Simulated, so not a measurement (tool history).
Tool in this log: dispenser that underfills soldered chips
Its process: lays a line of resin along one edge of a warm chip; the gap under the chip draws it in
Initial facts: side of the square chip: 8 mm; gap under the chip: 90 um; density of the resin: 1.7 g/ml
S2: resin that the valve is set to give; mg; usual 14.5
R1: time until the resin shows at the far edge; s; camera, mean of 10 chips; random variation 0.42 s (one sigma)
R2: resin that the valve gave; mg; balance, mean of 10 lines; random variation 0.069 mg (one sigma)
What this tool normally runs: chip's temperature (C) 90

{"run": 1, "hour": 0.0, "chip's temperature (C)": 90, "S2": 14.5, "R1": 31.3, "R2": 13.83}
{"run": 2, "hour": 3.5, "chip's temperature (C)": 90, "S2": 14.5, "R1": 36.6, "R2": 13.81}
{"hour": 7.6, "done": "new syringe of resin"}
{"run": 3, "hour": 8.5, "chip's temperature (C)": 90, "S2": 14.5, "R1": 29.7, "R2": 13.86}
{"run": 4, "hour": 12.2, "chip's temperature (C)": 90, "S2": 16.7, "R1": 32.6, "R2": 15.83}
{"run": 5, "hour": 16.5, "chip's temperature (C)": 90, "S2": 16.7, "R1": 40.2, "R2": 15.96}
{"hour": 17.4, "done": "new syringe of resin"}
{"run": 6, "hour": 19.5, "chip's temperature (C)": 90, "S2": 16.7, "R1": 30.6, "R2": 15.93}
{"run": 7, "hour": 22.2, "chip's temperature (C)": 96, "S2": 14.8, "R1": 26.2, "R2": 13.92}
{"run": 8, "hour": 25.7, "chip's temperature (C)": 96, "S2": 14.8, "R1": 30.1, "R2": 13.96}
{"hour": 27.2, "done": "new syringe of resin"}
{"run": 9, "hour": 30.1, "chip's temperature (C)": 96, "S2": 14.8, "R1": 24.4, "R2": 13.99}
{"run": 10, "hour": 32.4, "chip's temperature (C)": 100, "S2": 16.2, "R1": 22.6, "R2": 15.15}
{"hour": 34.2, "done": "dispensing valve cleaned and set on the balance"}
{"run": 11, "hour": 36.6, "chip's temperature (C)": 101, "S2": 14.5, "R1": 25.0, "R2": 14.44}
{"hour": 38.1, "done": "new syringe of resin"}
{"run": 12, "hour": 39.7, "chip's temperature (C)": 102, "S2": 13.1, "R1": 17.8, "R2": 13.13}

Below are 5 alternative next runs, each starting from the tool's condition after run 12. Predict each:
{"run": "A", "hour": 44.7, "chip's temperature (C)": 103, "S2": 13.1, "R1": "?", "R2": "?"}
{"run": "B", "hour": 44.7, "chip's temperature (C)": 77, "S2": 14.1, "R1": "?", "R2": "?"}
{"run": "C", "hour": 44.7, "chip's temperature (C)": 83, "S2": 12.7, "R1": "?", "R2": "?"}
{"run": "D", "hour": 44.7, "chip's temperature (C)": 91, "S2": 12.9, "R1": "?", "R2": "?"}
{"run": "E", "hour": 44.7, "chip's temperature (C)": 90, "S2": 13.4, "R1": "?", "R2": "?"}

run=A R1=21.4 R2=12.99
run=B R1=70.3 R2=14.10
run=C R1=54.3 R2=12.71
run=D R1=36.8 R2=12.91
run=E R1=37.8 R2=13.56
Without the tool's unlogged condition, the same runs would have read:
run=A R1=16.6 R2=13.04
run=B R1=54.3 R2=14.15
run=C R1=42.1 R2=12.76
run=D R1=28.6 R2=12.96
run=E R1=29.2 R2=13.61
